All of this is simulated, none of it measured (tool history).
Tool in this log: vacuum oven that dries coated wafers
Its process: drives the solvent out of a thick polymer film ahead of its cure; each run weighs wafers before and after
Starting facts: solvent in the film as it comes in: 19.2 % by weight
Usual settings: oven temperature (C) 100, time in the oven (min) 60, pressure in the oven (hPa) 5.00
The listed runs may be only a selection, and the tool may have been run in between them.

Run 1, hour 0.0: usual settings. Result: solvent left in the film (%) 3.78.
Run 2, hour 13.7: usual settings but oven temperature (C) 113. Result: solvent left in the film (%) 0.80.
Run 3, hour 30.8: usual settings but oven temperature (C) 113. Result: solvent left in the film (%) 0.78.
Run 4, hour 44.6: usual settings but oven temperature (C) 90. Result: solvent left in the film (%) 7.51.
Run 5, hour 57.0: usual settings but oven temperature (C) 90. Result: solvent left in the film (%) 7.60.
Run 6, hour 66.4: usual settings but oven temperature (C) 90. Result: solvent left in the film (%) 7.56.
Run 7, hour 82.9: usual settings. Result: solvent left in the film (%) 3.71.
Run 8, hour 98.0: usual settings. Result: solvent left in the film (%) 3.80.
Run 9, hour 109.7: usual settings. Result: solvent left in the film (%) 3.79.
Run 10, hour 120.9: usual settings. Result: solvent left in the film (%) 3.78.
Run 11, hour 130.5: usual settings. Result: solvent left in the film (%) 3.79.
Run 12, hour 140.1: usual settings. Result: solvent left in the film (%) 3.89.
Run 13, hour 154.5: usual settings but pressure in the oven (hPa) 3.49. Result: solvent left in the film (%) 3.69.
Run 14, hour 170.1: usual settings but time in the oven (min) 32. Result: solvent left in the film (%) 7.24.
Run 15, hour 182.9: usual settings but time in the oven (min) 48, pressure in the oven (hPa) 5.43. Result: solvent left in the film (%) 4.97.
Run 16, hour 198.6: usual settings but oven temperature (C) 114, time in the oven (min) 48, pressure in the oven (hPa) 14.35. Result: solvent left in the film (%) 1.60.
Run 17, hour 213.7: usual settings but oven temperature (C) 96, time in the oven (min) 33, pressure in the oven (hPa) 4.65. Result: solvent left in the film (%) 8.51.
Run 18, hour 231.6: usual settings but time in the oven (min) 63. Result: solvent left in the film (%) 3.55.
Run 19, hour 245.5: usual settings but time in the oven (min) 63. Result: solvent left in the film (%) 3.56.
Run 20, hour 259.4: usual settings but time in the oven (min) 31, pressure in the oven (hPa) 8.22. Result: solvent left in the film (%) 7.67.
Run 21, hour 275.4: usual settings but time in the oven (min) 31, pressure in the oven (hPa) 8.22. Result: solvent left in the film (%) 7.62.
Run 22, hour 291.6: usual settings but pressure in the oven (hPa) 3.59. Result: solvent left in the film (%) 3.76.
Run 23, hour 303.4: usual settings but oven temperature (C) 113, time in the oven (min) 36, pressure in the oven (hPa) 18.38. Result: solvent left in the film (%) 3.00.
Run 24, hour 312.3: usual settings but oven temperature (C) 89, pressure in the oven (hPa) 7.21. Result: solvent left in the film (%) 8.25.
Run 25, hour 329.5: usual settings but oven temperature (C) 95, time in the oven (min) 40, pressure in the oven (hPa) 10.15. Result: solvent left in the film (%) 8.21.
Run 26, hour 341.2: usual settings but oven temperature (C) 95, time in the oven (min) 40, pressure in the oven (hPa) 10.15. Result: solvent left in the film (%) 8.28.
Run 27, hour 355.9: usual settings but oven temperature (C) 105. Result: solvent left in the film (%) 2.34.
Run 28, hour 369.0: usual settings but oven temperature (C) 108, time in the oven (min) 58, pressure in the oven (hPa) 15.98. Result: solvent left in the film (%) 2.40.

Here are 3 independent what-if runs from the current tool condition. What would each one return?
Run A, hour 386.9: usual settings but oven temperature (C) 108, time in the oven (min) 50, pressure in the oven (hPa) 15.98. Result: solvent left in the film (%) ?.
Run B, hour 386.9: usual settings but oven temperature (C) 99, time in the oven (min) 58, pressure in the oven (hPa) 8.84. Result: solvent left in the film (%) ?.
Run C, hour 386.9: usual settings but oven temperature (C) 108, time in the oven (min) 58, pressure in the oven (hPa) 19.88. Result: solvent left in the film (%) ?.

run  solvent left in the film (%)
  A                          2.98
  B                          4.63
  C                          2.66
Stripped of hidden state, with their random variation kept, the same runs would have yielded:
run  solvent left in the film (%)
  A                          2.79
  B                          4.39
  C                          2.49
